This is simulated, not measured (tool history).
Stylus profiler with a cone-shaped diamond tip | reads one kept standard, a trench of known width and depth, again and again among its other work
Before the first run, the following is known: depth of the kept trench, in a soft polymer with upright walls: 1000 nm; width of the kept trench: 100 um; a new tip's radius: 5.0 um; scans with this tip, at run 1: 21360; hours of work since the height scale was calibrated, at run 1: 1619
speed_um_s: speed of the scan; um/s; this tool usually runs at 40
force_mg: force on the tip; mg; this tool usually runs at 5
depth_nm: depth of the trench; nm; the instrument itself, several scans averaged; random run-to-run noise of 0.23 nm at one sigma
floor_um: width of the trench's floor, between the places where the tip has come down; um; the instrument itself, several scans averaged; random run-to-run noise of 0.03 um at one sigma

run	day	speed_um_s	force_mg	scans with this tip	hours of work since the height scale was calibrated	depth_nm	floor_um
1	0	40	5	21360	1619	1010.59	91.17
2	1.542	40	5	21621	1638	1009.94	91.16
3	3.046	40	5	21875	1658	1009.74	91.11
4	4.554	40	5	22130	1677	1009.65	91.04
5	5.388	40	5	22271	1688	1009.67	91.1
6	6.317	40	5	22428	1700	1009.93	91.11
7	7.471	40	5	22623	1714	1009.64	91.01
8	8.85	40	3.55	22856	1732	1005.59	91.03
9	9.912	40	4.75	23036	1746	1008.93	91.01
10	11.212	40	4.75	23256	1762	1009.02	90.97
11	12.388	40	4.75	23454	1777	1008.29	90.95
12	13.525	40	5	23647	1792	1009.18	90.97
13	14.242	40	5	23768	1801	1009.43	90.96
14	15.05	27	5	23905	1812	1009.27	90.95
15	16.579	40	4.64	24163	1831	1008.29	90.93
16	17.3	40	4.64	24285	1840	1008.2	90.88
17	18.192	40	4.64	24436	1852	1007.88	90.9
18	19.217	40	2.51	24609	1865	1001.88	90.82
19	20.683	40	2.51	24857	1884	1002.08	90.81
20	21.646	101	5	25020	1896	1008.5	90.74
21	22.808	40	1.86	25216	1911	999.08	90.78
22	23.917	40	1.86	25404	1925	999.44	90.76
23	24.65	40	1.86	25527	1934	999.6	90.71
24	25.467	76	5.16	25666	1945	1008.39	90.69

Forecast run 25:
25	26.538	76	5.16	25847	1959	?	?

Logged for run 25: depth_nm 1008.53 nm, floor_um 90.65 um.
With the hidden condition absent and the run-to-run variation left alone, this run would have shown depth_nm 1018.9 nm, floor_um 93.87 um.
